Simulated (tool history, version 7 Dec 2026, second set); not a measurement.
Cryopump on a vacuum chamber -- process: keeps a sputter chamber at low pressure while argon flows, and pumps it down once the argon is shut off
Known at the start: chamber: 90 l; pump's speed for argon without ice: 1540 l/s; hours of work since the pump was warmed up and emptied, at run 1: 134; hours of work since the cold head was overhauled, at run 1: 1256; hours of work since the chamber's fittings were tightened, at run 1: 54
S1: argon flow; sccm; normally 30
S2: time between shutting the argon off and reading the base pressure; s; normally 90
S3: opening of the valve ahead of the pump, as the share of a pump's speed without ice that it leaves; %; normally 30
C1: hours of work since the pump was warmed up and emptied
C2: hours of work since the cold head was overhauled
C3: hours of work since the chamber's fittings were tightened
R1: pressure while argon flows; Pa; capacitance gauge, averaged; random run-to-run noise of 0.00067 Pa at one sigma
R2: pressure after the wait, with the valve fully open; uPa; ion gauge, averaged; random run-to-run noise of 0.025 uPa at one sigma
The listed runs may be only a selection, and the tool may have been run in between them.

run    hour  S1   S2  S3    C1    C2   C3      R1    R2
  1     0.0  30   90  30   134  1256   54  0.1115  1.12
  2    51.7  30   90  30   166  1288   86  0.1124  1.14
  3   105.6  30   90  30   200  1322  120  0.1130  1.20
  4   150.8  30   90  30   228  1350  148  0.1128  1.26
  5   199.9  30   90  30   259  1381  179  0.1134  1.24
  6   252.1  30   90  30   292  1414  211  0.1129  1.32
  7   316.5  30   90  30   332  1454  252  0.1127  1.34
  8   351.8  30   90  30   354  1476  274  0.1138  1.43
  9   394.9  30   90  30   381  1503  301  0.1145  1.39
 10   431.2  30   90  30   404  1526  323  0.1141  1.43
 11   471.2  30   90  30   429  1551  349  0.1146  1.46
 12   511.2  30   90  30   454  1576  374  0.1148  1.56
 13   548.5  30   90  30   477  1599  397  0.1140  1.59
 14   615.1  30   90  30   519  1641  439  0.1150  1.64
 15   645.5  30   90  30   538  1660  458  0.1162  1.64
 16   685.2  30   90  33   563  1685  482  0.1059  1.67
 17   716.2  30   90  33   582  1704  502  0.1066  1.73
 18   758.5  43  243  30   609  1731  528  0.1665  1.28
 19   823.1  43  243  30   649  1771  569  0.1666  1.28
 20   861.9  43  243  30   674  1796  593  0.1682  1.34
 21   909.2  14   90  28   703  1825  623  0.0582  1.90
 22   950.5  59   66  38   729  1851  649  0.1844  2.21
 23  1014.7  59   27  38   769  1891  689  0.1856  3.95
 24  1067.1  59   27  38   802  1924  722  0.1874  3.94
 25  1102.0  59  266  38   824  1946  743  0.1871  1.62
 26  1171.9  15   90  30   868  1990  787  0.0593  2.17
 27  1229.6  15   90  30   904  2026  823  0.0593  2.29
 28  1266.6  25  293  23   927  2049  846  0.1269  1.70
 29  1326.1  30   34  27   964  2086  884  0.1318  3.68
 30  1384.2  30   34  27  1001  2123  920  0.1340  3.89
 31  1454.4  30   34  27  1044  2167  964  0.1329  3.94
 32  1493.4  30   34  27  1069  2191  988  0.1336  3.85

For some of the steps in R1 from one run to the next: how much would appear even if the tool had no hidden state, given the settings, what came in and random variation, and how much remains for the hidden state plus any gauge scatter that the measured result and the result without hidden state don't share?
Hidden state at play: pump's speed, % of a pump's without ice; cold plate's temperature, K; leak into the chamber, uPa l/s; drift of the gauge itself on working_pa, %; drift of the gauge itself on base_upa, %.
Run 20 -> 21: S1 43 -> 14, S2 243 -> 90, S3 30 -> 28. R1 -0.1100 Pa: hidden state -0.0066, all else -0.1034.
Run 21 -> 22: S1 14 -> 59, S2 90 -> 66, S3 28 -> 38. R1 +0.1262 Pa: hidden state +0.0116, all else +0.1146.
Run 25 -> 26: S1 59 -> 15, S2 266 -> 90, S3 38 -> 30. R1 -0.1278 Pa: hidden state -0.0124, all else -0.1154.
